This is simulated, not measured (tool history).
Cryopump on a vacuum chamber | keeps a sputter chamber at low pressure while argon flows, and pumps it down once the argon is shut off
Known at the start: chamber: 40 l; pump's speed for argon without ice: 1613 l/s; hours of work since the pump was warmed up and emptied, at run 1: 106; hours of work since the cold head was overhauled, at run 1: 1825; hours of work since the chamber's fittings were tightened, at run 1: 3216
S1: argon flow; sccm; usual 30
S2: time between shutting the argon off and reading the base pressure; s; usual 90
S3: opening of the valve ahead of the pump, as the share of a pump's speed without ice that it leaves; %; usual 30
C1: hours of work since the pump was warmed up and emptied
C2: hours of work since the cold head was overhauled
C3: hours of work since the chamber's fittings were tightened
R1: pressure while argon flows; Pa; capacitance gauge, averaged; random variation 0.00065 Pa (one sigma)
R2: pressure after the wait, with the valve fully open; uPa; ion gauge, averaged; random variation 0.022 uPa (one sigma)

| run | hour | S1 | S2 | S3 | C1 | C2 | C3 | R1 | R2 |
|---|---|---|---|---|---|---|---|---|---|
| 1 | 0 | 30 | 90 | 30 | 106 | 1825 | 3216 | 0.1062 | 1.61 |
| 2 | 33.2 | 30 | 90 | 30 | 136 | 1854 | 3246 | 0.1068 | 1.7 |
| 3 | 103.9 | 30 | 90 | 30 | 198 | 1916 | 3308 | 0.1077 | 1.77 |
| 4 | 149.1 | 30 | 90 | 30 | 238 | 1956 | 3348 | 0.1078 | 1.78 |
| 5 | 193.4 | 30 | 90 | 30 | 277 | 1995 | 3387 | 0.1084 | 1.84 |
| 6 | 264.2 | 30 | 90 | 30 | 339 | 2057 | 3449 | 0.1098 | 1.9 |
|  | 301.7 | pump warmed up, emptied and cooled again |
| 7 | 318.7 | 30 | 39 | 30 | 15 | 2101 | 3493 | 0.1056 | 2.32 |
|  | 384.5 | leaking fittings of the chamber tightened, without venting |
| 8 | 397 | 30 | 39 | 30 | 82 | 2168 | 11 | 0.1064 | 1.04 |
| 9 | 477.9 | 30 | 90 | 30 | 154 | 2240 | 82 | 0.1074 | 0.66 |
| 10 | 553.1 | 30 | 90 | 46 | 220 | 2306 | 149 | 0.0723 | 0.67 |
| 11 | 610.6 | 30 | 90 | 46 | 271 | 2357 | 199 | 0.0732 | 0.64 |
| 12 | 673.8 | 30 | 90 | 46 | 326 | 2412 | 255 | 0.0741 | 0.69 |
|  | 723 | pump warmed up, emptied and cooled again |
| 13 | 746.4 | 30 | 90 | 30 | 21 | 2472 | 315 | 0.1059 | 0.71 |
| 14 | 824.8 | 16 | 90 | 30 | 90 | 2541 | 384 | 0.0564 | 0.76 |
| 15 | 864.3 | 16 | 90 | 30 | 125 | 2576 | 418 | 0.0577 | 0.77 |
| 16 | 944.2 | 12 | 44 | 37 | 195 | 2646 | 489 | 0.0356 | 1.23 |
| 17 | 994.6 | 12 | 44 | 37 | 239 | 2691 | 533 | 0.0356 | 1.21 |

Forecast run 18:
| 18 | 1075.3 | 12 | 44 | 37 | 311 | 2762 | 605 | ? | ? |

Run 18 gave R1 0.036 Pa, R2 1.26 uPa.
Without the tool's hidden state the same run would have given R1 0.0341 Pa, R2 1 uPa.
